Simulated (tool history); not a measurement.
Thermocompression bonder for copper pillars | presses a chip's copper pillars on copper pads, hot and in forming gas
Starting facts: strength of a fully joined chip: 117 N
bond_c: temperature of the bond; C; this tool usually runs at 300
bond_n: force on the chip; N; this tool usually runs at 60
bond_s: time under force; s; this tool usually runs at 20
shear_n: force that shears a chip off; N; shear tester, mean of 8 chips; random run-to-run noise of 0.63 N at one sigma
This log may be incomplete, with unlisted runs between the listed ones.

Run 1, hour 0: usual settings. Result: shear_n 64.5 N.
Run 2, hour 35.5: usual settings. Result: shear_n 64.7 N.
Run 3, hour 59.2: usual settings. Result: shear_n 65.2 N.
At hour 67.6: heater calibrated with a thermocouple chip.
Run 4, hour 90: usual settings. Result: shear_n 64.2 N.
Run 5, hour 124.9: usual settings. Result: shear_n 63.7 N.
Run 6, hour 141.9: usual settings. Result: shear_n 65 N.
Run 7, hour 162.6: usual settings but bond_s 46 s. Result: shear_n 81.3 N.
Run 8, hour 200.2: usual settings but bond_n 69 N, bond_s 46 s. Result: shear_n 90.5 N.
At hour 206.5: forming gas filter changed.
Run 9, hour 239.9: usual settings but bond_n 69 N, bond_s 46 s. Result: shear_n 89.4 N.
Run 10, hour 258.9: usual settings but bond_n 69 N, bond_s 46 s. Result: shear_n 89.9 N.
Run 11, hour 288.7: usual settings but bond_c 306 C, bond_s 12 s. Result: shear_n 58.4 N.
Run 12, hour 323.1: usual settings but bond_n 37 N. Result: shear_n 38.6 N.
Run 13, hour 346.3: usual settings but bond_c 275 C, bond_n 47 N, bond_s 48 s. Result: shear_n 49.4 N.
Run 14, hour 367.4: usual settings but bond_s 39 s. Result: shear_n 79.2 N.
Run 15, hour 405.8: usual settings but bond_n 43 N, bond_s 14 s. Result: shear_n 39.9 N.
At hour 413.1: forming gas filter changed.
Run 16, hour 425.5: usual settings but bond_c 282 C. Result: shear_n 51.1 N.
Run 17, hour 458.4: usual settings but bond_c 282 C. Result: shear_n 50.9 N.
Run 18, hour 475.9: usual settings but bond_c 326 C, bond_n 39 N, bond_s 12 s. Result: shear_n 49 N.
Run 19, hour 510.3: usual settings but bond_c 304 C, bond_n 44 N, bond_s 14 s. Result: shear_n 42.8 N.

Below are 4 alternative next runs, each starting from the tool's condition after run 19. Predict each:
Run A, hour 530.3: usual settings but bond_c 299 C, bond_n 38 N, bond_s 38 s. Result: shear_n ?.
Run B, hour 530.3: usual settings but bond_c 270 C, bond_n 44 N, bond_s 27 s. Result: shear_n ?.
Run C, hour 530.3: usual settings but bond_c 272 C. Result: shear_n ?.
Run D, hour 530.3: usual settings but bond_c 279 C, bond_n 86 N, bond_s 14 s. Result: shear_n ?.

run  shear_n
  A     51.1
  B     32.6
  C     42.4
  D     61.2
What these runs would have given with no unlogged condition in the tool:
run  shear_n
  A       51
  B     32.5
  C     42.2
  D       61
